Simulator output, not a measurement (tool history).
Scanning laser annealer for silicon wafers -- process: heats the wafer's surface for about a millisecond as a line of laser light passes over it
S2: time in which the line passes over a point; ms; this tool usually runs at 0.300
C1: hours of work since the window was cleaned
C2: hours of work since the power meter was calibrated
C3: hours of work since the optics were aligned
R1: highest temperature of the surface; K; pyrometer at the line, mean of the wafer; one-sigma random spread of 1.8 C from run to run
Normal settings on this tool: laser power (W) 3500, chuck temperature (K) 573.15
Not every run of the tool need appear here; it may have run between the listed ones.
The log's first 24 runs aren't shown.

{"run": 25, "hour": 443.6, "laser power (W)": 3642, "S2": 0.32, "chuck temperature (K)": 573.15, "C1": 385, "C2": 363, "C3": 819, "R1": 1341.15}
{"run": 26, "hour": 468.8, "laser power (W)": 3642, "S2": 0.32, "chuck temperature (K)": 573.15, "C1": 398, "C2": 376, "C3": 832, "R1": 1342.15}
{"run": 27, "hour": 491.4, "laser power (W)": 3322, "S2": 0.357, "chuck temperature (K)": 573.15, "C1": 409, "C2": 387, "C3": 843, "R1": 1307.15}
{"run": 28, "hour": 503.6, "laser power (W)": 3322, "S2": 0.357, "chuck temperature (K)": 573.15, "C1": 415, "C2": 393, "C3": 849, "R1": 1302.15}
{"run": 29, "hour": 516.5, "laser power (W)": 3021, "S2": 0.328, "chuck temperature (K)": 611.15, "C1": 422, "C2": 400, "C3": 856, "R1": 1244.15}
{"run": 30, "hour": 535.7, "laser power (W)": 3819, "S2": 0.305, "chuck temperature (K)": 580.15, "C1": 432, "C2": 409, "C3": 865, "R1": 1369.15}
{"run": 31, "hour": 549.8, "laser power (W)": 3125, "S2": 0.32, "chuck temperature (K)": 558.15, "C1": 439, "C2": 416, "C3": 873, "R1": 1210.15}
{"run": 32, "hour": 571.7, "laser power (W)": 3682, "S2": 0.223, "chuck temperature (K)": 575.15, "C1": 450, "C2": 428, "C3": 884, "R1": 1234.15}
{"run": 33, "hour": 596.4, "laser power (W)": 3345, "S2": 0.3, "chuck temperature (K)": 573.15, "C1": 462, "C2": 440, "C3": 896, "R1": 1247.15}
{"run": 34, "hour": 611.0, "laser power (W)": 3345, "S2": 0.231, "chuck temperature (K)": 573.15, "C1": 470, "C2": 447, "C3": 903, "R1": 1172.15}
{"run": 35, "hour": 625.4, "laser power (W)": 3345, "S2": 0.311, "chuck temperature (K)": 592.15, "C1": 477, "C2": 455, "C3": 911, "R1": 1280.15}
{"run": 36, "hour": 644.8, "laser power (W)": 3412, "S2": 0.3, "chuck temperature (K)": 551.15, "C1": 487, "C2": 464, "C3": 920, "R1": 1242.15}
{"run": 37, "hour": 662.5, "laser power (W)": 3503, "S2": 0.3, "chuck temperature (K)": 577.15, "C1": 495, "C2": 473, "C3": 929, "R1": 1287.15}
{"run": 38, "hour": 681.3, "laser power (W)": 2982, "S2": 0.239, "chuck temperature (K)": 542.15, "C1": 505, "C2": 483, "C3": 939, "R1": 1077.15}

What if the next run were any one of these 4? Each begins from the tool's condition after run 38:
{"run": "A", "hour": 707.6, "laser power (W)": 3181, "S2": 0.375, "chuck temperature (K)": 607.15, "C1": 518, "C2": 496, "C3": 952, "R1": "?"}
{"run": "B", "hour": 707.6, "laser power (W)": 3736, "S2": 0.222, "chuck temperature (K)": 611.15, "C1": 518, "C2": 496, "C3": 952, "R1": "?"}
{"run": "C", "hour": 707.6, "laser power (W)": 2990, "S2": 0.369, "chuck temperature (K)": 542.15, "C1": 518, "C2": 496, "C3": 952, "R1": "?"}
{"run": "D", "hour": 707.6, "laser power (W)": 3692, "S2": 0.239, "chuck temperature (K)": 542.15, "C1": 518, "C2": 496, "C3": 952, "R1": "?"}

run=A R1=1316.15
run=B R1=1272.15
run=C R1=1199.15
run=D R1=1215.15
Without the tool's hidden state the same runs would have given:
run=A R1=1353.15
run=B R1=1307.15
run=C R1=1233.15
run=D R1=1250.15

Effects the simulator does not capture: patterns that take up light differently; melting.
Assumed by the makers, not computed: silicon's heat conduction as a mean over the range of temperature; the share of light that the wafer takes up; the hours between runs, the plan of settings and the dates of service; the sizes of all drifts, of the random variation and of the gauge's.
